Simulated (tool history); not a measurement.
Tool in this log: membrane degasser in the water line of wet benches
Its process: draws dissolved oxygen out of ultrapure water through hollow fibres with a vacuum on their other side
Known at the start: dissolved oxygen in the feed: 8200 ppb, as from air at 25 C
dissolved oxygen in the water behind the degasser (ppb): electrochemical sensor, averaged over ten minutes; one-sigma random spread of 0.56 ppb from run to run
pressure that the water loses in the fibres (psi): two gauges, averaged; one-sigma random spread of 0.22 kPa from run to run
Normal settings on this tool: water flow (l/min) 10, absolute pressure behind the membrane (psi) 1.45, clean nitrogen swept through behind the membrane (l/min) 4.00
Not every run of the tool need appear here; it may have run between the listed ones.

run	hour	water flow (l/min)	absolute pressure behind the membrane (psi)	clean nitrogen swept through behind the membrane (l/min)	dissolved oxygen in the water behind the degasser (ppb)	pressure that the water loses in the fibres (psi)
1	0.0	10	1.45	4.00	49.2	7.815
2	78.1	10	1.45	4.00	50.3	7.871
3	183.3	10	1.45	4.00	49.8	7.881
4	233.3	10	1.45	4.00	49.6	7.807
5	311.9	10	1.45	4.00	49.9	7.867
6	399.5	10	1.45	4.00	49.8	7.860
7	516.4	10	1.45	4.00	50.1	7.832
8	627.9	7	2.28	5.83	40.3	5.511
9	703.2	15	2.03	4.00	146.1	11.760
10	780.2	10	2.74	4.00	105.0	7.886
11	873.1	10	2.74	4.00	107.6	7.871
12	989.4	10	1.54	4.00	54.1	7.864
13	1071.9	10	1.54	4.00	55.1	7.890
14	1121.6	12	1.52	8.96	42.0	9.517

Below, each run's measurement less what the same run would have read without the hidden state. Both values contain the same run-to-run variation, but the gauge's scatter may not be the same in both:
Hidden conditions of the tool in this case: membrane still open, %; true pressure behind the membrane over the reading, kPa; air that leaks in behind the membrane, l/min; drift of the gauge itself on oxygen_ppb, %; drift of the gauge itself on loss_of_pressure_kpa, %.
run	dissolved oxygen in the water behind the degasser (ppb)	pressure that the water loses in the fibres (psi)
1	+2.8	+0.160
2	+2.9	+0.165
3	+3.0	+0.170
4	+3.0	+0.171
5	+3.1	+0.177
6	+3.2	+0.180
7	+3.4	+0.184
8	+2.1	+0.133
9	+9.2	+0.290
10	+4.7	+0.197
11	+5.0	+0.203
12	+4.0	+0.207
13	+4.1	+0.212
14	+4.1	+0.260

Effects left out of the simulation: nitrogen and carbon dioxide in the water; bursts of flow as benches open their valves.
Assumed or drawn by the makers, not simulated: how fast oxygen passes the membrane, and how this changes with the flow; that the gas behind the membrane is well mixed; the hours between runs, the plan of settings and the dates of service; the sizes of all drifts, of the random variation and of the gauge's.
